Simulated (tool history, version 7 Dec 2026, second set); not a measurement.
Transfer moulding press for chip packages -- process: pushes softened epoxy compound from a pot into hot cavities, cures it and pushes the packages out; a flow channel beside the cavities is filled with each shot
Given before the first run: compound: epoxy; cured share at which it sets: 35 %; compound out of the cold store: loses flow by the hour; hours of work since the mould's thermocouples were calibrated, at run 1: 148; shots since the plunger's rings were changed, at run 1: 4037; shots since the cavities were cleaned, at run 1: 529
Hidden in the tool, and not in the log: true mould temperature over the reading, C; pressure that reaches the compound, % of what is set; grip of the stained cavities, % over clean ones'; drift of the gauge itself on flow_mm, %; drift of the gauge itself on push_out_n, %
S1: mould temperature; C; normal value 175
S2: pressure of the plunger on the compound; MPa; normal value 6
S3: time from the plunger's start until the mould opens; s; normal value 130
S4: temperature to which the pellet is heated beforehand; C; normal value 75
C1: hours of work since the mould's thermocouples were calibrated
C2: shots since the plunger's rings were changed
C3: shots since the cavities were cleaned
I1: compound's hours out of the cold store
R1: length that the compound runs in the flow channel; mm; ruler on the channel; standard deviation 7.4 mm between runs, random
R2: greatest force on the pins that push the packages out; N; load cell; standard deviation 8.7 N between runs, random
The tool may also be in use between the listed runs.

{"run": 1, "hour": 0.0, "S1": 175, "S2": 6, "S3": 130, "S4": 75, "C1": 148, "C2": 4037, "C3": 529, "I1": 19.7, "R1": 776, "R2": 668}
{"run": 2, "hour": 9.9, "S1": 175, "S2": 6, "S3": 164, "S4": 75, "C1": 152, "C2": 4095, "C3": 587, "I1": 23.3, "R1": 771, "R2": 606}
{"run": 3, "hour": 18.5, "S1": 175, "S2": 6, "S3": 130, "S4": 75, "C1": 156, "C2": 4144, "C3": 636, "I1": 35.5, "R1": 758, "R2": 710}
{"run": 4, "hour": 28.2, "S1": 183, "S2": 6, "S3": 130, "S4": 75, "C1": 160, "C2": 4199, "C3": 691, "I1": 10.7, "R1": 772, "R2": 639}
{"run": 5, "hour": 41.4, "S1": 175, "S2": 6, "S3": 130, "S4": 75, "C1": 166, "C2": 4275, "C3": 767, "I1": 29.7, "R1": 748, "R2": 719}
{"run": 6, "hour": 55.1, "S1": 175, "S2": 6, "S3": 130, "S4": 75, "C1": 172, "C2": 4354, "C3": 846, "I1": 44.9, "R1": 730, "R2": 718}
{"run": 7, "hour": 67.4, "S1": 175, "S2": 4.97, "S3": 130, "S4": 75, "C1": 177, "C2": 4425, "C3": 917, "I1": 28.6, "R1": 686, "R2": 729}
{"run": 8, "hour": 79.9, "S1": 175, "S2": 6, "S3": 130, "S4": 82, "C1": 182, "C2": 4497, "C3": 989, "I1": 29.8, "R1": 758, "R2": 724}
{"run": 9, "hour": 87.7, "S1": 175, "S2": 6, "S3": 116, "S4": 82, "C1": 185, "C2": 4541, "C3": 1033, "I1": 31.6, "R1": 740, "R2": 806}

Run 10 has not been measured yet. What should we expect?
{"run": 10, "hour": 100.0, "S1": 181, "S2": 6, "S3": 160, "S4": 80, "C1": 191, "C2": 4612, "C3": 1104, "I1": 40.1, "R1": "?", "R2": "?"}

{"run 10": {"R1": 700, "R2": 695}}
The same run, on a tool lacking any hidden state, would have yielded R1 780 mm, R2 362 N.
